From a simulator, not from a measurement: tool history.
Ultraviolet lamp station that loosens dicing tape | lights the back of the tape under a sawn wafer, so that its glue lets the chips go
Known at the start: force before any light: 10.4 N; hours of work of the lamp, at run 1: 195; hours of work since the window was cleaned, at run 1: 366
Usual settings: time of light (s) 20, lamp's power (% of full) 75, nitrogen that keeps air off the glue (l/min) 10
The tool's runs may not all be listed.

run   hour  time of light (s)  lamp's power (% of full)  nitrogen that keeps air off the glue (l/min)  hours of work of the lamp  hours of work since the window was cleaned  force that peels the tape off (N)  light that reached the tape (mJ/cm2)
  1    0.0                 20                        75                                            10                        195                                         366                              0.855                                   333
  2    9.0                 20                        75                                            10                        200                                         371                              0.908                                   329
  3   20.2                 20                        75                                            10                        207                                         378                              0.869                                   329
  4   30.6                 20                        75                                            10                        213                                         384                              0.889                                   326
  5   42.2                 20                        69                                            10                        219                                         391                              1.016                                   296
  6   48.5                 20                        69                                            10                        223                                         394                              1.089                                   297
  7   56.9                 20                        75                                            11                        228                                         399                              0.891                                   322
  8   63.2                 20                        75                                            11                        231                                         403                              0.832                                   327
  9   73.9                 13                        84                                             6                        238                                         409                              2.114                                   233
 10   80.8                 13                        74                                             5                        242                                         413                              2.818                                   207
 11   90.0                 29                        97                                             4                        247                                         418                              0.349                                   607
 12   99.0                 29                        97                                             4                        252                                         423                              0.354                                   602
 13  106.9                 21                        68                                             4                        257                                         428                              1.697                                   302
 14  116.9                 35                        91                                             4                        262                                         434                              0.258                                   683
 15  127.7                 20                        74                                            10                        269                                         440                              0.964                                   314

Forecast each of these 5 alternatives for the next run:
  A  138.3                 22                        98                                            11                        275                                         446                                  ?                                     ?
  B  138.3                 20                        75                                             6                        275                                         446                                  ?                                     ?
  C  138.3                 22                        72                                            10                        275                                         446                                  ?                                     ?
  D  138.3                 21                        75                                             7                        275                                         446                                  ?                                     ?
  E  138.3                 10                        75                                             5                        275                                         446                                  ?                                     ?

run  force that peels the tape off (N)  light that reached the tape (mJ/cm2)
  A                              0.351                                   452
  B                              1.275                                   322
  C                              0.837                                   332
  D                              1.010                                   335
  E                              3.776                                   163
Without the tool's hidden state the same runs would have given:
run  force that peels the tape off (N)  light that reached the tape (mJ/cm2)
  A                              0.231                                   531
  B                              0.904                                   377
  C                              0.566                                   391
  D                              0.695                                   394
  E                              3.165                                   191

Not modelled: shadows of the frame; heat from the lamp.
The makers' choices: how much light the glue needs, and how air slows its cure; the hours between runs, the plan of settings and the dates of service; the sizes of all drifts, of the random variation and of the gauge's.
